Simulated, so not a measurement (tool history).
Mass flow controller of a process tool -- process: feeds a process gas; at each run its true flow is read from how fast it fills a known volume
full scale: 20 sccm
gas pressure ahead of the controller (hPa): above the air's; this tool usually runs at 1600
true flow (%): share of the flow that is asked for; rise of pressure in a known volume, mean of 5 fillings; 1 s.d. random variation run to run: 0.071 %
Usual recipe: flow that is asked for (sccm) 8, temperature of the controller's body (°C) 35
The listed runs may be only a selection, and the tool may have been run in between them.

run,hour,flow that is asked for (sccm),gas pressure ahead of the controller (hPa),temperature of the controller's body (°C),true flow (%)
1,0.0,8,1600,35,100.40
2,139.1,8,1600,35,100.50
3,302.8,2,1600,35,100.01
4,384.3,2,1600,35,100.15
5,543.1,8,1600,35,100.53
6,629.3,8,1600,35,100.60
7,783.4,8,1600,35,100.58
8,877.3,8,1600,35,100.62
9,1030.2,8,2200,35,100.34
10,1118.6,8,2200,35,100.36
11,1249.7,8,2050,35,100.57
12,1380.0,8,2050,35,100.52
13,1496.9,8,2050,35,100.57
14,1629.1,8,2050,35,100.47
15,1754.4,8,2190,35,100.55
16,1843.4,8,2190,35,100.53
17,1961.2,5,1600,35,100.74
18,2072.2,5,1600,35,100.68
19,2150.0,8,1600,23,99.63
20,2303.0,8,1620,28,100.12
21,2408.6,15,1470,28,100.67
22,2566.8,15,1470,28,100.86
23,2679.3,15,1820,29,100.81
24,2818.4,2,2780,35,100.14
25,2986.3,13,1900,21,99.81
26,3113.2,13,1480,21,100.17
27,3204.2,6,1810,25,99.95
28,3323.4,6,1810,25,99.81
29,3451.8,8,1530,35,101.33
30,3524.3,8,1530,35,101.33
31,3685.7,8,1530,35,101.25
32,3817.0,3,1970,35,100.70
33,3910.9,8,1650,38,101.62

What if the next run were any one of these 4? Each begins from the tool's condition after run 33:
A,4036.7,8,2490,38,?
B,4036.7,3,1600,26,?
C,4036.7,3,2410,31,?
D,4036.7,18,1650,24,?

run,true flow (%)
A,101.28
B,100.02
C,100.24
D,100.83
What these runs would have given with no unlogged condition in the tool:
run,true flow (%)
A,100.29
B,99.05
C,99.26
D,99.84
